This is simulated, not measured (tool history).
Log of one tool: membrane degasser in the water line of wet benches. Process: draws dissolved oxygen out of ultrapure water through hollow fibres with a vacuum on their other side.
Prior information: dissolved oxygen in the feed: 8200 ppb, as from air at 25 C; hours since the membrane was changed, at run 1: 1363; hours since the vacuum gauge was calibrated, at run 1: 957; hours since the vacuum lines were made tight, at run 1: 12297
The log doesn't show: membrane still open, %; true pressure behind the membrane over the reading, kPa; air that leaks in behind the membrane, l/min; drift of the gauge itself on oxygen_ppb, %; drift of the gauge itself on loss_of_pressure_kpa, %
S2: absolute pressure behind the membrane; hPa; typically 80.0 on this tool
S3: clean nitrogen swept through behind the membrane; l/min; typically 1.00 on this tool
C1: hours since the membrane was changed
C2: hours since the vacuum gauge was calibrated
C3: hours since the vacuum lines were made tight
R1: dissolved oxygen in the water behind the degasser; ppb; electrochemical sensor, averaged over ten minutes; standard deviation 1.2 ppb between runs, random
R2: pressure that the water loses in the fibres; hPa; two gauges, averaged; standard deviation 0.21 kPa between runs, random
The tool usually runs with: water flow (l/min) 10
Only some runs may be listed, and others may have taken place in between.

Run 1, hour 0.0: usual settings; C1 1363; C2 957; C3 12297. Result: R1 125.5 ppb, R2 483.8 hPa.
Run 2, hour 104.4: usual settings; C1 1468; C2 1061; C3 12401. Result: R1 126.9 ppb, R2 484.5 hPa.
Run 3, hour 206.4: usual settings but water flow (l/min) 8; C1 1570; C2 1163; C3 12503. Result: R1 96.1 ppb, R2 385.8 hPa.
Run 4, hour 310.9: usual settings but water flow (l/min) 8; C1 1674; C2 1268; C3 12608. Result: R1 97.0 ppb, R2 385.9 hPa.
Run 5, hour 398.2: usual settings; C1 1762; C2 1355; C3 12695. Result: R1 126.8 ppb, R2 484.3 hPa.
Run 6, hour 470.3: usual settings; C1 1834; C2 1427; C3 12767. Result: R1 122.5 ppb, R2 481.7 hPa.
Run 7, hour 549.9: usual settings but water flow (l/min) 15; C1 1913; C2 1507; C3 12847. Result: R1 209.3 ppb, R2 726.2 hPa.
Run 8, hour 670.9: usual settings but water flow (l/min) 15, S2 161.9 hPa; C1 2034; C2 1628; C3 12968. Result: R1 461.5 ppb, R2 731.9 hPa.
At hour 720.0: seals of the vacuum lines changed.
Run 9, hour 783.4: usual settings but water flow (l/min) 15, S2 161.9 hPa; C1 2145; C2 1738; C3 63. Result: R1 466.3 ppb, R2 733.6 hPa.
Run 10, hour 869.1: usual settings but water flow (l/min) 15; C1 2231; C2 1824; C3 149. Result: R1 206.2 ppb, R2 732.5 hPa.
Run 11, hour 967.5: usual settings but water flow (l/min) 15; C1 2329; C2 1922; C3 247. Result: R1 203.3 ppb, R2 731.7 hPa.
Run 12, hour 1025.3: usual settings but S3 1.44 l/min; C1 2387; C2 1980; C3 305. Result: R1 92.8 ppb, R2 487.0 hPa.
Run 13, hour 1133.9: usual settings but S3 1.44 l/min; C1 2495; C2 2089; C3 414. Result: R1 92.4 ppb, R2 490.9 hPa.
Run 14, hour 1245.5: usual settings but S3 1.44 l/min; C1 2607; C2 2200; C3 525. Result: R1 92.0 ppb, R2 488.5 hPa.
Run 15, hour 1340.2: usual settings but S3 1.44 l/min; C1 2702; C2 2295; C3 620. Result: R1 92.3 ppb, R2 493.5 hPa.
Run 16, hour 1436.1: usual settings but S3 1.44 l/min; C1 2798; C2 2391; C3 716. Result: R1 93.4 ppb, R2 490.0 hPa.
Run 17, hour 1507.2: usual settings but S3 1.36 l/min; C1 2869; C2 2462; C3 787. Result: R1 94.6 ppb, R2 491.4 hPa.
Run 18, hour 1596.1: usual settings but S3 1.36 l/min; C1 2958; C2 2551; C3 876. Result: R1 98.2 ppb, R2 494.0 hPa.
Run 19, hour 1650.7: usual settings but water flow (l/min) 6, S3 0.44 l/min; C1 3012; C2 2606; C3 931. Result: R1 152.3 ppb, R2 294.3 hPa.
Run 20, hour 1730.6: usual settings but water flow (l/min) 6, S3 0.44 l/min; C1 3092; C2 2685; C3 1011. Result: R1 150.8 ppb, R2 295.7 hPa.
At hour 1770.9: gauge calibrated.
Run 21, hour 1786.7: usual settings but water flow (l/min) 14, S3 0.96 l/min; C1 3148; C2 2742; C3 1067. Result: R1 194.0 ppb, R2 676.8 hPa.
Run 22, hour 1846.1: usual settings but water flow (l/min) 14, S3 0.41 l/min; C1 3208; C2 2801; C3 1126. Result: R1 357.8 ppb, R2 678.6 hPa.
Run 23, hour 1943.0: usual settings but water flow (l/min) 12, S2 139.7 hPa, S3 1.33 l/min; C1 3304; C2 2898; C3 1223. Result: R1 247.9 ppb, R2 582.1 hPa.
Run 24, hour 2027.1: usual settings but water flow (l/min) 7, S2 139.7 hPa, S3 1.23 l/min; C1 3389; C2 2982; C3 1307. Result: R1 150.0 ppb, R2 334.3 hPa.
Run 25, hour 2150.2: usual settings but water flow (l/min) 12, S2 80.4 hPa, S3 1.23 l/min; C1 3512; C2 3105; C3 1430. Result: R1 132.8 ppb, R2 585.0 hPa.
Run 26, hour 2273.5: usual settings but water flow (l/min) 13, S2 157.8 hPa, S3 1.23 l/min; C1 3635; C2 3228; C3 1554. Result: R1 330.8 ppb, R2 634.2 hPa.
Run 27, hour 2390.6: usual settings but water flow (l/min) 16, S2 73.9 hPa, S3 0.44 l/min; C1 3752; C2 3345; C3 1671. Result: R1 359.9 ppb, R2 775.1 hPa.
Run 28, hour 2474.3: usual settings but water flow (l/min) 16, S2 142.6 hPa, S3 0.44 l/min; C1 3836; C2 3429; C3 1754. Result: R1 795.5 ppb, R2 778.9 hPa.
Run 29, hour 2577.3: usual settings but water flow (l/min) 11, S2 68.0 hPa, S3 2.18 l/min; C1 3939; C2 3532; C3 1857. Result: R1 60.8 ppb, R2 534.6 hPa.
Run 30, hour 2653.9: usual settings but water flow (l/min) 11, S2 68.0 hPa, S3 2.18 l/min; C1 4015; C2 3609; C3 1934. Result: R1 60.4 ppb, R2 536.8 hPa.
Run 31, hour 2763.5: usual settings but water flow (l/min) 7, S2 68.0 hPa, S3 2.38 l/min; C1 4125; C2 3718; C3 2043. Result: R1 29.0 ppb, R2 342.4 hPa.

What if the next run were any one of these 4? Each begins from the tool's condition after run 31:
Run A, hour 2836.6: usual settings but water flow (l/min) 7, S2 86.6 hPa, S3 1.97 l/min; C1 4198; C2 3791; C3 2117. Result: R1 ?, R2 ?.
Run B, hour 2836.6: usual settings but water flow (l/min) 9, S2 50.5 hPa, S3 0.43 l/min; C1 4198; C2 3791; C3 2117. Result: R1 ?, R2 ?.
Run C, hour 2836.6: usual settings but water flow (l/min) 14, S2 87.2 hPa, S3 1.11 l/min; C1 4198; C2 3791; C3 2117. Result: R1 ?, R2 ?.
Run D, hour 2836.6: usual settings but water flow (l/min) 7, S2 123.2 hPa, S3 1.95 l/min; C1 4198; C2 3791; C3 2117. Result: R1 ?, R2 ?.

run     R1     R2
  A   51.2  339.7
  B   92.6  441.9
  C  195.5  684.1
  D   82.1  343.3
With no hidden state in the tool, these same runs would have given:
run     R1     R2
  A   51.1  334.3
  B   92.5  435.0
  C  195.3  673.3
  D   82.0  337.9

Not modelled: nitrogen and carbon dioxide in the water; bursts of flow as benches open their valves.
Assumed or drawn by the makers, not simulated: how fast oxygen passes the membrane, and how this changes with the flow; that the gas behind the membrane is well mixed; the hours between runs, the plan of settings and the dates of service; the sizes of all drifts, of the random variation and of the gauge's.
